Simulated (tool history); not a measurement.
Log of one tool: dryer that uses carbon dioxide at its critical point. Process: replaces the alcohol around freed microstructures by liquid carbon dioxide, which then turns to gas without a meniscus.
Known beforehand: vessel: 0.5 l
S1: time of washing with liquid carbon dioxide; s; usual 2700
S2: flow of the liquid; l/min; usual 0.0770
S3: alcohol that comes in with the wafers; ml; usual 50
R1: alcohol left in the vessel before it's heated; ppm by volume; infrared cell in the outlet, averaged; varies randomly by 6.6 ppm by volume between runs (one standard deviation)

Run 1, hour 0.0: usual settings. Result: R1 466 ppm by volume.
Run 2, hour 31.9: usual settings. Result: R1 478 ppm by volume.
Run 3, hour 71.3: usual settings. Result: R1 487 ppm by volume.
Run 4, hour 119.9: usual settings. Result: R1 503 ppm by volume.
Run 5, hour 143.9: usual settings. Result: R1 525 ppm by volume.
Run 6, hour 183.7: usual settings. Result: R1 515 ppm by volume.
Run 7, hour 227.2: usual settings. Result: R1 556 ppm by volume.
Run 8, hour 254.6: usual settings. Result: R1 525 ppm by volume.
Run 9, hour 279.0: usual settings. Result: R1 538 ppm by volume.
Run 10, hour 328.4: usual settings. Result: R1 560 ppm by volume.
Run 11, hour 362.8: usual settings. Result: R1 567 ppm by volume.
Run 12, hour 397.7: usual settings. Result: R1 585 ppm by volume.
Run 13, hour 438.4: usual settings. Result: R1 577 ppm by volume.
Run 14, hour 460.7: usual settings but S2 0.0583 l/min. Result: R1 2069 ppm by volume.
Run 15, hour 485.5: usual settings but S2 0.0583 l/min. Result: R1 2118 ppm by volume.
Run 16, hour 527.4: usual settings but S2 0.0583 l/min. Result: R1 2133 ppm by volume.
Run 17, hour 567.6: usual settings but S1 1980 s, S2 0.0530 l/min, S3 32 ml. Result: R1 5031 ppm by volume.
Run 18, hour 617.6: usual settings but S1 2940 s, S2 0.0954 l/min. Result: R1 176 ppm by volume.
At hour 640.3: inlet filter changed.
Run 19, hour 652.1: usual settings but S1 1740 s, S2 0.0877 l/min, S3 38 ml. Result: R1 1073 ppm by volume.
Run 20, hour 687.3: usual settings but S1 1860 s, S2 0.0925 l/min, S3 108 ml. Result: R1 1782 ppm by volume.
Run 21, hour 732.3: usual settings but S1 3120 s, S2 0.1221 l/min, S3 35 ml. Result: R1 102 ppm by volume.
Run 22, hour 755.6: usual settings but S1 2040 s, S2 0.0586 l/min, S3 79 ml. Result: R1 6006 ppm by volume.
Run 23, hour 795.4: usual settings but S1 2340 s, S3 89 ml. Result: R1 1292 ppm by volume.
Run 24, hour 831.4: usual settings but S1 2280 s, S2 0.1053 l/min, S3 52 ml. Result: R1 221 ppm by volume.
Run 25, hour 852.8: usual settings but S2 0.0521 l/min, S3 84 ml. Result: R1 3820 ppm by volume.
Run 26, hour 899.2: usual settings but S1 1740 s, S2 0.0734 l/min, S3 68 ml. Result: R1 4179 ppm by volume.
Run 27, hour 929.4: usual settings but S1 1740 s, S2 0.0734 l/min, S3 25 ml. Result: R1 1640 ppm by volume.

4 ways to go on from here, each from the tool as it stands after run 27. What would each give?
Run A, hour 960.3: usual settings but S1 1680 s, S2 0.0967 l/min, S3 41 ml. Result: R1 ?.
Run B, hour 960.3: usual settings but S1 3960 s, S2 0.0734 l/min, S3 25 ml. Result: R1 ?.
Run C, hour 960.3: usual settings but S1 1740 s, S2 0.0586 l/min, S3 62 ml. Result: R1 ?.
Run D, hour 960.3: usual settings but S1 3180 s, S2 0.0734 l/min, S3 25 ml. Result: R1 ?.

run    R1
  A  1008
  B   133
  C  7994
  D   194
With the hidden condition removed and each run's random variation left untouched, the same runs would have given:
run    R1
  A   793
  B    18
  C  7301
  D    70

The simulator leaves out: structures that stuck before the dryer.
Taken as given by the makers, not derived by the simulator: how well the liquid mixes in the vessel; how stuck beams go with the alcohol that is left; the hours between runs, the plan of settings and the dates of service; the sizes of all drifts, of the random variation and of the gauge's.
